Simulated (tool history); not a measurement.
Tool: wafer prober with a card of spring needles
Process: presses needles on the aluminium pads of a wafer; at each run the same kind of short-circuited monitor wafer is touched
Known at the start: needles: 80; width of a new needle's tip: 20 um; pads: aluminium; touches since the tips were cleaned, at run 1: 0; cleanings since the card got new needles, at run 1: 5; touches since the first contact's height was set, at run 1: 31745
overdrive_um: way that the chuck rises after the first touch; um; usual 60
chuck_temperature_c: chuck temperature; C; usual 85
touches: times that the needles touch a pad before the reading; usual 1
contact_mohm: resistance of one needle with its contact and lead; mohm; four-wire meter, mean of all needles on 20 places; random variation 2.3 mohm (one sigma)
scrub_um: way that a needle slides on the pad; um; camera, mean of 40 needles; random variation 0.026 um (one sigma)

run,hour,overdrive_um,chuck_temperature_c,touches,touches since the tips were cleaned,cleanings since the card got new needles,touches since the first contact's height was set,contact_mohm,scrub_um
1,0,60,85,1,0,5,31745,271,11.05
2,8.1,60,85,3,1424,5,33169,288,11.07
3,16.4,60,85,3,2869,5,34614,311,11.05
4,26.8,60,85,3,4698,5,36443,319,11.03
# hour 33.4: tips cleaned on abrasive film
5,38.6,52,85,3,909,6,38494,298,9.6
6,47.8,60,36,1,2515,6,40100,382,11.04
7,56.3,60,36,1,4014,6,41599,421,11.05
# hour 66.9: tips cleaned on abrasive film
8,68.1,47,36,1,205,7,43650,311,8.63
9,82,60,57,1,2646,7,46091,399,11.03
10,96.7,60,57,1,5216,7,48661,454,11
# hour 100.1: tips cleaned on abrasive film
11,111.2,60,57,1,1953,8,51192,368,11.02
12,124.8,60,57,1,4334,8,53573,438,11.02
# hour 133.5: tips cleaned on abrasive film
13,136.5,60,57,1,540,9,55612,302,10.99
14,147.7,60,79,1,2500,9,57572,391,10.97
15,158.8,60,79,1,4443,9,59515,440,10.98
16,164.9,60,40,3,5507,9,60579,323,10.98
# hour 166.6: tips cleaned on abrasive film
17,173.7,60,40,3,1241,10,62109,283,10.97
18,188.2,60,40,3,3785,10,64653,312,10.97
19,198.3,75,94,2,5548,10,66416,336,13.73
# hour 200.1: tips cleaned on abrasive film
20,211.7,60,29,2,2025,11,68753,320,10.95
21,224.9,49,96,1,4342,11,71070,541,8.92
# hour 233: tips cleaned on abrasive film
22,238.6,50,28,1,993,12,73455,379,9.01
23,247.6,42,85,2,2570,12,75032,447,7.56
24,255.9,42,85,2,4015,12,76477,490,7.54

Forecast each of these 3 alternatives for the next run:
A,264.9,70,85,1,5608,12,78070,?,?
B,264.9,60,85,1,5608,12,78070,?,?
C,264.9,76,81,1,5608,12,78070,?,?

run,contact_mohm,scrub_um
A,408,12.79
B,467,10.91
C,387,13.94
Without the tool's hidden state the same runs would have given:
run,contact_mohm,scrub_um
A,253,13.05
B,259,11.18
C,253,14.2
